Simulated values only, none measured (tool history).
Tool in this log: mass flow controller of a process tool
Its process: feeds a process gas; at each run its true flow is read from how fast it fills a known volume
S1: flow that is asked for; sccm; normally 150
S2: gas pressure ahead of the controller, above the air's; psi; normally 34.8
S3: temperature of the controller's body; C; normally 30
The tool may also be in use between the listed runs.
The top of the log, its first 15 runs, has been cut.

run 16 hour=3990.1 | S1=88 S2=34.8 S3=30 | true_flow_(%)=99.67
run 17 hour=4141.4 | S1=406 S2=22.0 S3=30 | true_flow_(%)=100.10
run 18 hour=4435.1 | S1=138 S2=26.0 S3=25 | true_flow_(%)=99.84
run 19 hour=4686.5 | S1=244 S2=40.3 S3=39 | true_flow_(%)=99.39
run 20 hour=4973.5 | S1=244 S2=40.3 S3=39 | true_flow_(%)=99.50
run 21 hour=5307.4 | S1=150 S2=24.9 S3=34 | true_flow_(%)=99.22
run 22 hour=5606.0 | S1=150 S2=24.5 S3=34 | true_flow_(%)=99.23
run 23 hour=5764.0 | S1=150 S2=24.5 S3=34 | true_flow_(%)=99.38
run 24 hour=5917.8 | S1=150 S2=34.8 S3=31 | true_flow_(%)=100.19
run 25 hour=6127.5 | S1=99 S2=25.5 S3=37 | true_flow_(%)=99.55
run 26 hour=6367.2 | S1=99 S2=25.5 S3=37 | true_flow_(%)=99.60
-- hour=6556.9 controller's zero set anew
run 27 hour=6611.3 | S1=214 S2=30.3 S3=31 | true_flow_(%)=99.69
run 28 hour=6898.8 | S1=75 S2=35.8 S3=36 | true_flow_(%)=99.26
run 29 hour=7226.6 | S1=75 S2=35.8 S3=39 | true_flow_(%)=98.96
run 30 hour=7420.8 | S1=75 S2=27.8 S3=26 | true_flow_(%)=100.14
run 31 hour=7673.8 | S1=482 S2=27.8 S3=32 | true_flow_(%)=101.48
run 32 hour=7815.0 | S1=482 S2=27.8 S3=32 | true_flow_(%)=101.35

Predict each of these 3 candidate next runs independently; none follows another, all start after run 32:
run A hour=8127.3 | S1=482 S2=27.8 S3=25 | true_flow_(%)=?
run B hour=8127.3 | S1=67 S2=32.9 S3=30 | true_flow_(%)=?
run C hour=8127.3 | S1=482 S2=21.9 S3=32 | true_flow_(%)=?

run=A true_flow_(%)=102.37
run=B true_flow_(%)=100.47
run=C true_flow_(%)=101.32
Take away the tool's hidden state, keep each run's random variation, and the runs would have read:
run=A true_flow_(%)=99.91
run=B true_flow_(%)=97.07
run=C true_flow_(%)=98.87

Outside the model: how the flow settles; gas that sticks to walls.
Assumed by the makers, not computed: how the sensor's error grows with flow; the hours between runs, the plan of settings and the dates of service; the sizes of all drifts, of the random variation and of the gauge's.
